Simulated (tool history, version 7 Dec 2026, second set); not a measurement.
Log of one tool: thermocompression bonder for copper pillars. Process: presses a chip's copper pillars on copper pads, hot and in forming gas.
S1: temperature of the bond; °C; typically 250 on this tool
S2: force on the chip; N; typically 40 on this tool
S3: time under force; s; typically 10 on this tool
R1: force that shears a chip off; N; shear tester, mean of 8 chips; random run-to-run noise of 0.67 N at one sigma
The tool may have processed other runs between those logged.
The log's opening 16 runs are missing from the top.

run	day	S1	S2	S3	R1
17	6.717	243	40	10	39.9
18	7.225	243	40	10	39.4
19	7.667	243	40	10	37.5
20	8.100	226	31	11	22.0
21	8.662	259	33	8	37.5
22	9.012	261	45	7	51.1
23	9.517	261	45	7	51.3
24	10.025	250	40	29	65.4
25	10.604	250	51	13	63.2
26	11.088	250	51	13	62.2
27	11.679	255	27	10	31.5
28	11.946	230	27	11	21.1
29	12.208	272	29	15	52.9
30	12.638	250	40	5	32.9
31	12.883	235	24	6	16.3

Expected results for the next run?
32	13.421	250	58	12	?

Logged for run 32: R1 66.9 N.
On a tool with no hidden condition, and with the same random variation, this run would have come out at R1 67.4 N.
